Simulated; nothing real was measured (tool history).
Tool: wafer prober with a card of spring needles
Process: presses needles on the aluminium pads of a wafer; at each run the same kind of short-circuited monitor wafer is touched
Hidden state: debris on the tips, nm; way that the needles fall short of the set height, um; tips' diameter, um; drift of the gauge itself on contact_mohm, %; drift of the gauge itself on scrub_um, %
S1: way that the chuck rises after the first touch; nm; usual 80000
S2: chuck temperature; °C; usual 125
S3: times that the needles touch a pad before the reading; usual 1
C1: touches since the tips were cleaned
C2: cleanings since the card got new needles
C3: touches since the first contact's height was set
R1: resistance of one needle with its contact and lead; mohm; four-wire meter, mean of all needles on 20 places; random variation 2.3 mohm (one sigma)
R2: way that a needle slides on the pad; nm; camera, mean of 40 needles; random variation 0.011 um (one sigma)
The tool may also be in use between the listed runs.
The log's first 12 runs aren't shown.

| run | hour | S1 | S2 | S3 | C1 | C2 | C3 | R1 | R2 |
|---|---|---|---|---|---|---|---|---|---|
|  | 174.3 | tips cleaned on abrasive film |
|  | 184.7 | tips cleaned on abrasive film |
| 13 | 191.3 | 80000 | 25 | 1 | 3710 | 88 | 48419 | 238 | 16780 |
|  | 194.2 | tips cleaned on abrasive film |
|  | 205 | tips cleaned on abrasive film |
| 14 | 210.3 | 80000 | 125 | 1 | 3046 | 90 | 59116 | 266 | 16770 |
|  | 215.4 | tips cleaned on abrasive film |
|  | 220.1 | height of the first contact set anew |
| 15 | 220.8 | 80000 | 125 | 1 | 2872 | 91 | 401 | 262 | 16800 |
|  | 225.5 | tips cleaned on abrasive film |
|  | 235.7 | tips cleaned on abrasive film |
| 16 | 238.2 | 85000 | 125 | 1 | 1405 | 93 | 10130 | 262 | 17830 |
|  | 245.6 | tips cleaned on abrasive film |
|  | 255.1 | tips cleaned on abrasive film |
| 17 | 255.1 | 95000 | 125 | 2 | 0 | 95 | 19624 | 268 | 19930 |
|  | 264.8 | tips cleaned on abrasive film |
| 18 | 272.6 | 95000 | 125 | 2 | 4411 | 96 | 29454 | 264 | 19930 |
|  | 274.2 | tips cleaned on abrasive film |
|  | 284.1 | tips cleaned on abrasive film |
| 19 | 291 | 95000 | 73 | 2 | 3913 | 98 | 39765 | 251 | 19900 |
|  | 294.6 | tips cleaned on abrasive film |
|  | 305.9 | tips cleaned on abrasive film |
| 20 | 309.9 | 95000 | 73 | 2 | 2265 | 100 | 50379 | 254 | 19940 |
|  | 315.8 | tips cleaned on abrasive film |
| 21 | 324.6 | 80000 | 71 | 2 | 5001 | 101 | 58659 | 248 | 16770 |
|  | 325.7 | tips cleaned on abrasive film |
|  | 335.4 | tips cleaned on abrasive film |
|  | 335.7 | height of the first contact set anew |
| 22 | 338 | 92000 | 119 | 1 | 1319 | 103 | 1319 | 262 | 19290 |
|  | 345.6 | tips cleaned on abrasive film |
|  | 356.2 | tips cleaned on abrasive film |
| 23 | 357.3 | 95000 | 106 | 1 | 610 | 105 | 12138 | 255 | 19930 |
|  | 366.1 | tips cleaned on abrasive film |
| 24 | 366.8 | 95000 | 106 | 1 | 400 | 106 | 17488 | 262 | 19930 |
|  | 376.1 | tips cleaned on abrasive film |
| 25 | 379.3 | 69000 | 81 | 1 | 1799 | 107 | 24472 | 257 | 14480 |
|  | 386.6 | tips cleaned on abrasive film |
| 26 | 391.3 | 69000 | 71 | 1 | 2631 | 108 | 31217 | 256 | 14470 |
|  | 396.6 | tips cleaned on abrasive film |
| 27 | 404.6 | 77000 | 47 | 1 | 4545 | 109 | 38730 | 249 | 16160 |
|  | 406.8 | tips cleaned on abrasive film |
|  | 416.4 | tips cleaned on abrasive film |
| 28 | 416.4 | 67000 | 34 | 1 | 0 | 111 | 45274 | 247 | 14060 |
|  | 426 | tips cleaned on abrasive film |
|  | 435.9 | tips cleaned on abrasive film |
| 29 | 438.4 | 72000 | 50 | 1 | 1390 | 113 | 57638 | 249 | 15120 |
|  | 446.8 | tips cleaned on abrasive film |
|  | 451.5 | height of the first contact set anew |
| 30 | 456.3 | 71000 | 45 | 2 | 5186 | 114 | 2666 | 249 | 14900 |
|  | 457.8 | tips cleaned on abrasive film |
|  | 467.5 | tips cleaned on abrasive film |
| 31 | 467.8 | 71000 | 45 | 2 | 162 | 116 | 9098 | 249 | 14890 |

Forecast each of these 3 alternatives for the next run:
|  | 478.2 | tips cleaned on abrasive film |
| A | 480.3 | 74000 | 76 | 2 | 1165 | 117 | 16113 | ? | ? |
|  | 478.2 | tips cleaned on abrasive film |
| B | 480.3 | 71000 | 31 | 2 | 1165 | 117 | 16113 | ? | ? |
|  | 478.2 | tips cleaned on abrasive film |
| C | 480.3 | 100000 | 57 | 2 | 1165 | 117 | 16113 | ? | ? |

| run | R1 | R2 |
|---|---|---|
| A | 254 | 15520 |
| B | 245 | 14890 |
| C | 248 | 20990 |
Without the tool's hidden state the same runs would have given:
| run | R1 | R2 |
|---|---|---|
| A | 253 | 15520 |
| B | 245 | 14890 |
| C | 248 | 20990 |
